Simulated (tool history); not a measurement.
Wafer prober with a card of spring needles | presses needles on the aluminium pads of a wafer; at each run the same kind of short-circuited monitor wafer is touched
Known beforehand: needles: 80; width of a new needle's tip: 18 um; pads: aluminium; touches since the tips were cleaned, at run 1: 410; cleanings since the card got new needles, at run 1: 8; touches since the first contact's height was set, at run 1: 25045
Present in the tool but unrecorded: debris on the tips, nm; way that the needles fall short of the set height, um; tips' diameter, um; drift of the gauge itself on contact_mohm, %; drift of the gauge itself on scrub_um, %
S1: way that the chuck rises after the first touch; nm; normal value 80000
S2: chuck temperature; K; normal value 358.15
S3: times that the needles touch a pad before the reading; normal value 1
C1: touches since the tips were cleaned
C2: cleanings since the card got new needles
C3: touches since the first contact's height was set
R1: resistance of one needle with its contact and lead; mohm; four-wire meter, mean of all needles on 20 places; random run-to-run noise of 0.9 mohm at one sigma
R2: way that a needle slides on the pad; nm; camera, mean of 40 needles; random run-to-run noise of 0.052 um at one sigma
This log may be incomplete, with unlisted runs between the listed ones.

| run | day | S1 | S2 | S3 | C1 | C2 | C3 | R1 | R2 |
|---|---|---|---|---|---|---|---|---|---|
| 1 | 0.000 | 80000 | 358.15 | 1 | 410 | 8 | 25045 | 189.6 | 18530 |
|  | 0.217 | tips cleaned on abrasive film |
|  | 0.488 | tips cleaned on abrasive film |
|  | 0.704 | tips cleaned on abrasive film |
| 2 | 0.779 | 80000 | 358.15 | 1 | 1001 | 11 | 35484 | 191.4 | 18500 |
|  | 0.942 | tips cleaned on abrasive film |
|  | 1.212 | tips cleaned on abrasive film |
|  | 1.433 | tips cleaned on abrasive film |
|  | 1.650 | tips cleaned on abrasive film |
|  | 1.867 | tips cleaned on abrasive film |
| 3 | 2.038 | 80000 | 358.15 | 1 | 2326 | 16 | 52328 | 196.5 | 18460 |
|  | 2.096 | tips cleaned on abrasive film |
|  | 2.312 | tips cleaned on abrasive film |
|  | 2.529 | tips cleaned on abrasive film |
| 4 | 2.642 | 80000 | 358.15 | 1 | 1553 | 19 | 60413 | 194.8 | 18260 |
|  | 2.754 | tips cleaned on abrasive film |
|  | 3.025 | tips cleaned on abrasive film |
|  | 3.242 | tips cleaned on abrasive film |
|  | 3.458 | tips cleaned on abrasive film |
|  | 3.729 | tips cleaned on abrasive film |
| 5 | 3.817 | 80000 | 300.15 | 1 | 1187 | 24 | 76119 | 182.5 | 18180 |
|  | 3.983 | tips cleaned on abrasive film |
|  | 4.200 | tips cleaned on abrasive film |
|  | 4.417 | tips cleaned on abrasive film |
| 6 | 4.571 | 80000 | 300.15 | 1 | 2109 | 27 | 86214 | 186.9 | 18130 |
|  | 4.683 | tips cleaned on abrasive film |
|  | 4.954 | tips cleaned on abrasive film |
|  | 5.225 | tips cleaned on abrasive film |
| 7 | 5.342 | 80000 | 310.15 | 1 | 1599 | 30 | 96524 | 186.1 | 18180 |
|  | 5.454 | tips cleaned on abrasive film |
|  | 5.725 | tips cleaned on abrasive film |
|  | 5.942 | tips cleaned on abrasive film |
|  | 6.212 | tips cleaned on abrasive film |
| 8 | 6.404 | 80000 | 358.15 | 1 | 2608 | 34 | 110749 | 197.1 | 17980 |
|  | 6.462 | tips cleaned on abrasive film |
|  | 6.733 | tips cleaned on abrasive film |
|  | 7.000 | tips cleaned on abrasive film |
| 9 | 7.158 | 80000 | 358.15 | 1 | 2134 | 37 | 120869 | 196.2 | 17950 |
|  | 7.271 | tips cleaned on abrasive film |
|  | 7.488 | tips cleaned on abrasive film |
|  | 7.704 | tips cleaned on abrasive film |
|  | 7.975 | tips cleaned on abrasive film |
|  | 8.246 | tips cleaned on abrasive film |
| 10 | 8.412 | 80000 | 358.15 | 1 | 2255 | 42 | 137644 | 197.0 | 17900 |
|  | 8.471 | tips cleaned on abrasive film |
|  | 8.742 | tips cleaned on abrasive film |
|  | 9.012 | tips cleaned on abrasive film |
|  | 9.229 | tips cleaned on abrasive film |
|  | 9.446 | tips cleaned on abrasive film |
|  | 9.679 | tips cleaned on abrasive film |
| 11 | 9.679 | 80000 | 358.15 | 1 | 0 | 48 | 154577 | 188.9 | 17760 |
|  | 9.896 | tips cleaned on abrasive film |
|  | 10.117 | tips cleaned on abrasive film |
|  | 10.333 | tips cleaned on abrasive film |
| 12 | 10.450 | 80000 | 358.15 | 1 | 1568 | 51 | 164858 | 194.9 | 17650 |
|  | 10.558 | tips cleaned on abrasive film |
|  | 10.775 | tips cleaned on abrasive film |
|  | 11.046 | tips cleaned on abrasive film |
| 13 | 11.108 | 80000 | 358.15 | 1 | 835 | 54 | 173677 | 192.9 | 17550 |
|  | 11.271 | tips cleaned on abrasive film |
|  | 11.492 | tips cleaned on abrasive film |
|  | 11.717 | height of the first contact set anew |
|  | 11.775 | tips cleaned on abrasive film |
|  | 12.046 | tips cleaned on abrasive film |
|  | 12.262 | tips cleaned on abrasive film |
| 14 | 12.442 | 66000 | 352.15 | 2 | 2445 | 59 | 9705 | 194.8 | 15320 |
|  | 12.500 | tips cleaned on abrasive film |
|  | 12.771 | tips cleaned on abrasive film |
|  | 13.042 | tips cleaned on abrasive film |
| 15 | 13.158 | 90000 | 308.15 | 2 | 1591 | 62 | 19281 | 179.7 | 20940 |
|  | 13.267 | tips cleaned on abrasive film |
|  | 13.538 | tips cleaned on abrasive film |
|  | 13.800 | tips cleaned on abrasive film |
| 16 | 13.800 | 90000 | 308.15 | 2 | 0 | 65 | 27877 | 179.1 | 21000 |
|  | 14.017 | tips cleaned on abrasive film |
|  | 14.288 | tips cleaned on abrasive film |
|  | 14.558 | tips cleaned on abrasive film |
| 17 | 14.575 | 64000 | 313.15 | 3 | 228 | 68 | 38268 | 182.8 | 14730 |
|  | 14.792 | tips cleaned on abrasive film |
|  | 15.012 | tips cleaned on abrasive film |
|  | 15.229 | tips cleaned on abrasive film |
|  | 15.446 | tips cleaned on abrasive film |
|  | 15.662 | tips cleaned on abrasive film |
| 18 | 15.696 | 64000 | 313.15 | 2 | 415 | 73 | 53202 | 183.0 | 14580 |
|  | 15.912 | tips cleaned on abrasive film |
|  | 16.129 | tips cleaned on abrasive film |
|  | 16.400 | tips cleaned on abrasive film |
|  | 16.671 | tips cleaned on abrasive film |
|  | 16.888 | tips cleaned on abrasive film |
| 19 | 17.046 | 89000 | 376.15 | 2 | 2149 | 78 | 71323 | 195.5 | 20370 |
|  | 17.158 | tips cleaned on abrasive film |
|  | 17.429 | tips cleaned on abrasive film |
|  | 17.646 | tips cleaned on abrasive film |
|  | 17.862 | tips cleaned on abrasive film |
|  | 18.083 | tips cleaned on abrasive film |
| 20 | 18.083 | 89000 | 376.15 | 2 | 0 | 83 | 85157 | 191.7 | 20220 |
|  | 18.354 | tips cleaned on abrasive film |
|  | 18.571 | tips cleaned on abrasive film |
|  | 18.788 | tips cleaned on abrasive film |
| 21 | 18.879 | 91000 | 350.15 | 3 | 1254 | 86 | 95846 | 189.9 | 20700 |

Predict the results of run 22:
|  | 19.046 | tips cleaned on abrasive film |
|  | 19.262 | tips cleaned on abrasive film |
|  | 19.479 | tips cleaned on abrasive film |
|  | 19.750 | tips cleaned on abrasive film |
|  | 19.992 | tips cleaned on abrasive film |
| 22 | 19.992 | 65000 | 305.15 | 2 | 0 | 91 | 110689 | ? | ? |

R1: 180.0 mohm
R2: 14550 nm
Without the tool's hidden state the same run would have given R1 177.1 mohm, R2 15290 nm.

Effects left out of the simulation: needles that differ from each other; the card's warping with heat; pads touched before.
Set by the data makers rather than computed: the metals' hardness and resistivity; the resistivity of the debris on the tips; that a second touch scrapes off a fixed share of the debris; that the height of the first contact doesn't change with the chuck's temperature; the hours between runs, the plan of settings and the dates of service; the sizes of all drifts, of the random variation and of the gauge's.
